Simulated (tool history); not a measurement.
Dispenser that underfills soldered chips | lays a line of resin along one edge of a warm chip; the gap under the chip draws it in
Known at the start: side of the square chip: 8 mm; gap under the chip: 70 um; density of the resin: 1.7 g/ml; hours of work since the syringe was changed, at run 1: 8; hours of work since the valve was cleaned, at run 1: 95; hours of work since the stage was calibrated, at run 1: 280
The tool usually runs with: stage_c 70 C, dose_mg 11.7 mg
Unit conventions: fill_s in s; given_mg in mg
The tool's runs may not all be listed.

run	hour	stage_c	dose_mg	hours of work since the syringe was changed	hours of work since the valve was cleaned	hours of work since the stage was calibrated	fill_s	given_mg
1	0	70	11.7	8	95	280	65.3	11.33
# hour 3.1: dispensing valve cleaned and set on the balance
# hour 6.1: new syringe of resin
2	9.7	70	11.7	3	5	286	40.6	11.68
3	18	70	11.7	9	11	292	66.7	11.69
# hour 22.9: new syringe of resin
4	26.7	70	11.7	3	17	298	41.1	11.66
5	33	70	11.7	7	21	303	61.1	11.61
# hour 39.5: new syringe of resin
6	41.4	70	15.1	1	27	309	35.9	14.99
7	49.4	84	11.7	7	33	314	36.4	11.62
8	54.3	84	11.7	11	37	318	49.7	11.58
# hour 56.7: new syringe of resin
9	62.2	84	11.7	4	42	324	28.4	11.61
10	66.2	84	11.7	7	45	327	36.3	11.52
11	70.8	70	11.7	10	49	330	76.4	11.47
# hour 73.3: new syringe of resin
12	80.2	70	11.7	5	55	337	48.3	11.59
13	88.2	70	11.7	11	61	342	76.3	11.5
# hour 89.9: new syringe of resin
14	92.8	70	11.7	2	64	346	38.9	11.35
15	100.5	79	11.3	8	70	351	45.7	11.02
# hour 107.2: new syringe of resin
16	107.4	80	10.1	0	75	356	24.9	9.87
17	114.1	80	10.1	5	80	361	36.6	9.82
18	119	70	13.4	9	83	364	65.1	12.99
19	123	70	13.4	12	86	367	83.3	13.11
# hour 123.9: new syringe of resin
20	131.8	62	12.7	6	92	374	71.4	12.3
# hour 138.5: dispensing valve cleaned and set on the balance
# hour 142: new syringe of resin
21	142	62	13.4	0	2	380	43.2	13.35
22	152	63	11.7	7	10	387	77	11.7

Some steps in fill_s, run to run, broken into two amounts with sign: the step expected even without the hidden condition (settings, incoming material, random variation), and the rest, left for the hidden condition together with whatever gauge scatter is not in both the measured and the hidden-condition-free result:
The hidden state here: resin's viscosity, % of fresh resin's; dose that the valve gives, % of what is set; true chip temperature over the reading, C; drift of the gauge itself on fill_s, %; drift of the gauge itself on given_mg, %.
Run 10 -> 11: stage_c 84 -> 70. fill_s +40.1 s: hidden state +28.4, all else +11.7.
Run 13 -> 14: new syringe of resin. fill_s -37.4 s: hidden state -37.6, all else +0.2.
Run 21 -> 22: stage_c 62 -> 63, dose_mg 13.4 -> 11.7. fill_s +33.8 s: hidden state +34.4, all else -0.6.
